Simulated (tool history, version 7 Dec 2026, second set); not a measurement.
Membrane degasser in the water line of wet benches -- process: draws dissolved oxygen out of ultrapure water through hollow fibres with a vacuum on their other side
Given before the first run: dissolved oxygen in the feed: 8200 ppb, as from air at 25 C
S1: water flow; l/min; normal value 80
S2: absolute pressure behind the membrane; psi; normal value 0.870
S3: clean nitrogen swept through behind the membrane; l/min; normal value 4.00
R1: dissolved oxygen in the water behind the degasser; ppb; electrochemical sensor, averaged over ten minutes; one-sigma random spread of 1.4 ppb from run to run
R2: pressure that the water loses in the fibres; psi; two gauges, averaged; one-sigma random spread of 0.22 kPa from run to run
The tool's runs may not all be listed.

{"run": 1, "hour": 0.0, "S1": 80, "S2": 0.87, "S3": 4.0, "R1": 135.5, "R2": 7.69}
{"run": 2, "hour": 133.4, "S1": 80, "S2": 0.87, "S3": 4.0, "R1": 137.8, "R2": 7.677}
{"run": 3, "hour": 265.2, "S1": 80, "S2": 0.87, "S3": 4.0, "R1": 133.3, "R2": 7.655}
{"run": 4, "hour": 402.9, "S1": 80, "S2": 0.87, "S3": 4.0, "R1": 132.8, "R2": 7.706}
{"run": 5, "hour": 630.2, "S1": 80, "S2": 0.87, "S3": 4.0, "R1": 136.8, "R2": 7.667}
{"run": 6, "hour": 858.0, "S1": 80, "S2": 0.87, "S3": 5.68, "R1": 101.4, "R2": 7.683}
{"run": 7, "hour": 1041.4, "S1": 80, "S2": 0.87, "S3": 5.68, "R1": 101.4, "R2": 7.713}
{"run": 8, "hour": 1240.7, "S1": 109, "S2": 0.87, "S3": 5.68, "R1": 155.9, "R2": 10.499}
{"hour": 1401.2, "done": "seals of the vacuum lines changed"}
{"run": 9, "hour": 1421.0, "S1": 109, "S2": 0.87, "S3": 5.68, "R1": 155.0, "R2": 10.563}
{"run": 10, "hour": 1566.3, "S1": 109, "S2": 0.87, "S3": 5.68, "R1": 157.6, "R2": 10.521}
{"run": 11, "hour": 1770.8, "S1": 117, "S2": 1.521, "S3": 5.68, "R1": 372.5, "R2": 11.339}
{"run": 12, "hour": 1937.0, "S1": 117, "S2": 1.521, "S3": 5.68, "R1": 372.9, "R2": 11.277}
{"run": 13, "hour": 2054.8, "S1": 112, "S2": 1.36, "S3": 5.68, "R1": 303.7, "R2": 10.966}
{"run": 14, "hour": 2156.5, "S1": 68, "S2": 1.426, "S3": 4.0, "R1": 251.5, "R2": 6.605}
{"run": 15, "hour": 2291.7, "S1": 52, "S2": 1.555, "S3": 3.53, "R1": 246.7, "R2": 4.981}
{"run": 16, "hour": 2520.0, "S1": 60, "S2": 0.679, "S3": 6.25, "R1": 36.5, "R2": 5.878}
{"run": 17, "hour": 2630.5, "S1": 84, "S2": 0.814, "S3": 4.49, "R1": 113.8, "R2": 8.158}
{"run": 18, "hour": 2855.7, "S1": 73, "S2": 0.685, "S3": 1.86, "R1": 125.2, "R2": 7.095}
{"run": 19, "hour": 2995.4, "S1": 53, "S2": 1.012, "S3": 2.97, "R1": 152.1, "R2": 5.182}

5 options for the next run, each taken on its own from the tool as it stands now. Forecast them:
{"run": "A", "hour": 3186.8, "S1": 66, "S2": 0.738, "S3": 2.97, "R1": "?", "R2": "?"}
{"run": "B", "hour": 3186.8, "S1": 57, "S2": 0.87, "S3": 4.0, "R1": "?", "R2": "?"}
{"run": "C", "hour": 3186.8, "S1": 75, "S2": 0.532, "S3": 2.07, "R1": "?", "R2": "?"}
{"run": "D", "hour": 3186.8, "S1": 80, "S2": 0.998, "S3": 4.0, "R1": "?", "R2": "?"}
{"run": "E", "hour": 3186.8, "S1": 52, "S2": 1.012, "S3": 2.97, "R1": "?", "R2": "?"}

run=A R1=97.9 R2=6.445
run=B R1=93.1 R2=5.540
run=C R1=42.3 R2=7.339
run=D R1=173.0 R2=7.803
run=E R1=148.8 R2=5.069
The same runs, with their run-to-run variation unchanged, on a tool lacking any hidden condition would have given:
run=A R1=97.8 R2=6.344
run=B R1=93.0 R2=5.452
run=C R1=42.1 R2=7.223
run=D R1=172.9 R2=7.680
run=E R1=148.7 R2=4.989
